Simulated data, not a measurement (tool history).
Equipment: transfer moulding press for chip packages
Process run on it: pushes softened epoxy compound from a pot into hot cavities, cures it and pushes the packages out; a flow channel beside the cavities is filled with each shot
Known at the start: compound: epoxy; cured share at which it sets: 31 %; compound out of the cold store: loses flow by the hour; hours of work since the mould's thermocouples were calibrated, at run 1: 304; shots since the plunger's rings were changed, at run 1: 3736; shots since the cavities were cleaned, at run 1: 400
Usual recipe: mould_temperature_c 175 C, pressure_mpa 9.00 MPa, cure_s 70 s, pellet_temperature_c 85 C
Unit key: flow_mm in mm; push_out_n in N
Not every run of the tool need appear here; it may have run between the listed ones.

run   hour  mould_temperature_c  pressure_mpa  cure_s  pellet_temperature_c  hours of work since the mould's thermocouples were calibrated  shots since the plunger's rings were changed  shots since the cavities were cleaned  incoming compound's hours out of the cold store  flow_mm  push_out_n
  1    0.0                  175          9.00      70                    85                                                            304                                          3736                                    400                                             23.8      807         316
      24.9  -- cavities cleaned with cleaning compound and waxed
  2   35.8                  175          9.00      70                    85                                                            319                                          4071                                    106                                             17.2      822         321
      90.5  -- cavities cleaned with cleaning compound and waxed
  3   91.1                  175          9.00      70                    85                                                            342                                          4597                                      6                                             46.4      737         299
  4  117.0                  175          9.00      70                    85                                                            353                                          4850                                    259                                             30.8      781         317
     146.3  -- plunger's sealing rings changed
  5  146.3                  175          9.00      70                    85                                                            365                                             0                                    522                                             43.9      745         314
     160.0  -- cavities cleaned with cleaning compound and waxed
  6  181.3                  175          9.00      70                    84                                                            379                                           327                                    207                                              8.1      854         328
     225.2  -- cavities cleaned with cleaning compound and waxed
  7  231.8                  175          9.00      70                    84                                                            401                                           807                                     65                                             32.2      779         324
     289.5  -- cavities cleaned with cleaning compound and waxed
  8  289.5                  175          9.00      70                    84                                                            425                                          1357                                      0                                             31.8      777         314
  9  335.3                  175          9.00      70                    84                                                            444                                          1805                                    448                                             18.5      823         321
     354.4  -- cavities cleaned with cleaning compound and waxed
 10  392.1                  175          9.00      70                    85                                                            468                                          2345                                    368                                             32.6      772         311
     421.9  -- cavities cleaned with cleaning compound and waxed
 11  423.8                  175          9.00      70                    85                                                            481                                          2641                                     19                                              8.5      851         324
 12  449.7                  175          9.00      70                    85                                                            492                                          2894                                    272                                             47.2      735         292
     486.7  -- cavities cleaned with cleaning compound and waxed
 13  495.2                  179          9.00      70                    92                                                            511                                          3324                                     83                                             43.1      736         238
 14  548.3                  177          9.00      69                    92                                                            534                                          3844                                    603                                             33.3      763         272
     553.7  -- cavities cleaned with cleaning compound and waxed
     573.0  -- mould's thermocouples calibrated
 15  582.2                  177          9.00      66                    92                                                              4                                          4141                                    259                                             26.7      784         312
 16  610.0                  180          8.35      70                    83                                                             16                                          4413                                    531                                              9.0      803         263
     620.6  -- cavities cleaned with cleaning compound and waxed
 17  643.1                  180          8.35      70                    83                                                             30                                          4722                                    220                                             23.2      764         251
     687.8  -- plunger's sealing rings changed
     689.3  -- cavities cleaned with cleaning compound and waxed
 18  692.2                  180          8.35      70                    83                                                             49                                            29                                     29                                             12.0      795         257
 19  749.5                  180          8.41     110                    83                                                             74                                           589                                    589                                              8.9      807         221
     753.8  -- cavities cleaned with cleaning compound and waxed
 20  783.8                  174          8.07      70                    85                                                             88                                           910                                    294                                             45.4      701         314
     817.4  -- cavities cleaned with cleaning compound and waxed
 21  827.9                  174          8.07      70                    85                                                            106                                          1326                                    102                                             46.0      701         323
 22  878.8                  175         10.24      70                    86                                                            128                                          1824                                    600                                             12.3      899         319
     884.7  -- cavities cleaned with cleaning compound and waxed
 23  921.4                  175         10.24      70                    86                                                            146                                          2226                                    359                                             23.5      859         311
     948.3  -- cavities cleaned with cleaning compound and waxed
 24  963.1                  175          8.72      70                    86                                                            163                                          2619                                    145                                             11.6      820         312

Each row is a separate what-if for the run after 24, all from the same tool condition, not one after another. Results?
  A  1002.8                  180          9.67      70                    78                                                            180                                          3007                                    533                                             28.4        ?           ?
  B  1002.8                  175          7.93      70                    85                                                            180                                          3007                                    533                                             43.8        ?           ?
  C  1002.8                  169          6.87      70                    85                                                            180                                          3007                                    533                                             36.9        ?           ?
  D  1002.8                  175          9.00      70                    85                                                            180                                          3007                                    533                                             12.6        ?           ?
  E  1002.8                  175          8.49      70                    78                                                            180                                          3007                                    533                                             24.7        ?           ?

run  flow_mm  push_out_n
  A      798         259
  B      695         296
  C      688         482
  D      844         318
  E      781         316
Take away the tool's hidden state, keep each run's random variation, and the runs would have read:
run  flow_mm  push_out_n
  A      799         254
  B      696         291
  C      689         474
  D      845         313
  E      782         311

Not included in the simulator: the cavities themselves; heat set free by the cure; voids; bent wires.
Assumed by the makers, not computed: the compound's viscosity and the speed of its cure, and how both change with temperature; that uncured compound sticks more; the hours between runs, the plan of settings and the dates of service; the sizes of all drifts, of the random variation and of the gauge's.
